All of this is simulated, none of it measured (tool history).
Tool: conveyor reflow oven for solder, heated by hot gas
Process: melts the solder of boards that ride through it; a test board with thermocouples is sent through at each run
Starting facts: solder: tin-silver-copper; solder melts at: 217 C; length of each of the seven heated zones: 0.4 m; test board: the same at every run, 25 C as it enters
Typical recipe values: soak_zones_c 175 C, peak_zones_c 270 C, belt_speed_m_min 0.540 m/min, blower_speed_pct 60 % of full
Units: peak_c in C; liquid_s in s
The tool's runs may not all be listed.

{"run": 1, "hour": 0.0, "soak_zones_c": 175, "peak_zones_c": 270, "belt_speed_m_min": 0.54, "blower_speed_pct": 60, "peak_c": 251.8, "liquid_s": 65.7}
{"run": 2, "hour": 17.7, "soak_zones_c": 175, "peak_zones_c": 270, "belt_speed_m_min": 0.54, "blower_speed_pct": 60, "peak_c": 251.7, "liquid_s": 65.9}
{"run": 3, "hour": 31.2, "soak_zones_c": 175, "peak_zones_c": 270, "belt_speed_m_min": 0.54, "blower_speed_pct": 60, "peak_c": 251.8, "liquid_s": 65.4}
{"run": 4, "hour": 41.7, "soak_zones_c": 175, "peak_zones_c": 270, "belt_speed_m_min": 0.54, "blower_speed_pct": 60, "peak_c": 252.0, "liquid_s": 65.8}
{"run": 5, "hour": 52.6, "soak_zones_c": 175, "peak_zones_c": 270, "belt_speed_m_min": 0.54, "blower_speed_pct": 60, "peak_c": 251.8, "liquid_s": 65.8}
{"run": 6, "hour": 68.6, "soak_zones_c": 175, "peak_zones_c": 270, "belt_speed_m_min": 0.54, "blower_speed_pct": 60, "peak_c": 251.9, "liquid_s": 65.5}
{"run": 7, "hour": 86.4, "soak_zones_c": 175, "peak_zones_c": 270, "belt_speed_m_min": 0.55, "blower_speed_pct": 60, "peak_c": 251.2, "liquid_s": 63.7}
{"run": 8, "hour": 94.6, "soak_zones_c": 175, "peak_zones_c": 270, "belt_speed_m_min": 0.54, "blower_speed_pct": 60, "peak_c": 251.6, "liquid_s": 65.7}
{"run": 9, "hour": 109.7, "soak_zones_c": 175, "peak_zones_c": 270, "belt_speed_m_min": 0.54, "blower_speed_pct": 60, "peak_c": 251.6, "liquid_s": 65.6}
{"run": 10, "hour": 121.1, "soak_zones_c": 175, "peak_zones_c": 270, "belt_speed_m_min": 0.54, "blower_speed_pct": 60, "peak_c": 251.7, "liquid_s": 65.3}
{"run": 11, "hour": 137.3, "soak_zones_c": 175, "peak_zones_c": 270, "belt_speed_m_min": 0.54, "blower_speed_pct": 60, "peak_c": 251.5, "liquid_s": 65.4}
{"run": 12, "hour": 153.9, "soak_zones_c": 175, "peak_zones_c": 270, "belt_speed_m_min": 0.54, "blower_speed_pct": 60, "peak_c": 251.7, "liquid_s": 65.5}
{"run": 13, "hour": 162.1, "soak_zones_c": 175, "peak_zones_c": 270, "belt_speed_m_min": 0.54, "blower_speed_pct": 60, "peak_c": 251.8, "liquid_s": 65.9}
{"run": 14, "hour": 178.2, "soak_zones_c": 175, "peak_zones_c": 270, "belt_speed_m_min": 0.54, "blower_speed_pct": 60, "peak_c": 251.6, "liquid_s": 65.7}
{"run": 15, "hour": 185.6, "soak_zones_c": 175, "peak_zones_c": 270, "belt_speed_m_min": 0.54, "blower_speed_pct": 60, "peak_c": 251.6, "liquid_s": 65.6}
{"run": 16, "hour": 199.2, "soak_zones_c": 176, "peak_zones_c": 284, "belt_speed_m_min": 0.595, "blower_speed_pct": 68, "peak_c": 262.9, "liquid_s": 67.4}
{"run": 17, "hour": 213.4, "soak_zones_c": 176, "peak_zones_c": 284, "belt_speed_m_min": 0.595, "blower_speed_pct": 68, "peak_c": 262.7, "liquid_s": 67.4}
{"run": 18, "hour": 228.7, "soak_zones_c": 176, "peak_zones_c": 284, "belt_speed_m_min": 0.595, "blower_speed_pct": 68, "peak_c": 262.8, "liquid_s": 67.4}
{"run": 19, "hour": 241.5, "soak_zones_c": 178, "peak_zones_c": 262, "belt_speed_m_min": 0.547, "blower_speed_pct": 55, "peak_c": 243.2, "liquid_s": 57.2}
{"run": 20, "hour": 250.4, "soak_zones_c": 178, "peak_zones_c": 262, "belt_speed_m_min": 0.547, "blower_speed_pct": 55, "peak_c": 243.1, "liquid_s": 56.4}
{"run": 21, "hour": 264.0, "soak_zones_c": 178, "peak_zones_c": 262, "belt_speed_m_min": 0.547, "blower_speed_pct": 55, "peak_c": 243.3, "liquid_s": 56.8}
{"hour": 274.6, "done": "flux residue cleaned out of gas plates and filters"}
{"run": 22, "hour": 282.3, "soak_zones_c": 178, "peak_zones_c": 262, "belt_speed_m_min": 0.547, "blower_speed_pct": 55, "peak_c": 244.2, "liquid_s": 58.2}
{"run": 23, "hour": 293.4, "soak_zones_c": 186, "peak_zones_c": 270, "belt_speed_m_min": 0.54, "blower_speed_pct": 60, "peak_c": 254.4, "liquid_s": 73.3}
{"run": 24, "hour": 304.9, "soak_zones_c": 161, "peak_zones_c": 260, "belt_speed_m_min": 0.473, "blower_speed_pct": 60, "peak_c": 245.7, "liquid_s": 64.1}
{"run": 25, "hour": 321.0, "soak_zones_c": 161, "peak_zones_c": 260, "belt_speed_m_min": 0.535, "blower_speed_pct": 88, "peak_c": 248.8, "liquid_s": 61.0}
{"run": 26, "hour": 334.3, "soak_zones_c": 161, "peak_zones_c": 260, "belt_speed_m_min": 0.535, "blower_speed_pct": 88, "peak_c": 248.5, "liquid_s": 60.9}
{"run": 27, "hour": 347.5, "soak_zones_c": 161, "peak_zones_c": 260, "belt_speed_m_min": 0.535, "blower_speed_pct": 88, "peak_c": 248.6, "liquid_s": 60.7}
{"run": 28, "hour": 364.5, "soak_zones_c": 161, "peak_zones_c": 260, "belt_speed_m_min": 0.535, "blower_speed_pct": 88, "peak_c": 248.5, "liquid_s": 61.3}
{"run": 29, "hour": 375.0, "soak_zones_c": 170, "peak_zones_c": 269, "belt_speed_m_min": 0.555, "blower_speed_pct": 73, "peak_c": 253.1, "liquid_s": 64.2}

4 ways to go on from here, each from the tool as it stands after run 29. What would each give?
{"run": "A", "hour": 390.1, "soak_zones_c": 164, "peak_zones_c": 269, "belt_speed_m_min": 0.521, "blower_speed_pct": 73, "peak_c": "?", "liquid_s": "?"}
{"run": "B", "hour": 390.1, "soak_zones_c": 188, "peak_zones_c": 269, "belt_speed_m_min": 0.555, "blower_speed_pct": 73, "peak_c": "?", "liquid_s": "?"}
{"run": "C", "hour": 390.1, "soak_zones_c": 170, "peak_zones_c": 269, "belt_speed_m_min": 0.475, "blower_speed_pct": 62, "peak_c": "?", "liquid_s": "?"}
{"run": "D", "hour": 390.1, "soak_zones_c": 177, "peak_zones_c": 266, "belt_speed_m_min": 0.59, "blower_speed_pct": 60, "peak_c": "?", "liquid_s": "?"}

run=A peak_c=254.4 liquid_s=67.6
run=B peak_c=256.5 liquid_s=74.6
run=C peak_c=255.4 liquid_s=77.6
run=D peak_c=245.9 liquid_s=55.4
The same runs, with their run-to-run variation unchanged, on a tool lacking any hidden condition would have given:
run=A peak_c=253.7 liquid_s=66.9
run=B peak_c=255.8 liquid_s=73.9
run=C peak_c=254.6 liquid_s=76.7
run=D peak_c=245.2 liquid_s=54.6

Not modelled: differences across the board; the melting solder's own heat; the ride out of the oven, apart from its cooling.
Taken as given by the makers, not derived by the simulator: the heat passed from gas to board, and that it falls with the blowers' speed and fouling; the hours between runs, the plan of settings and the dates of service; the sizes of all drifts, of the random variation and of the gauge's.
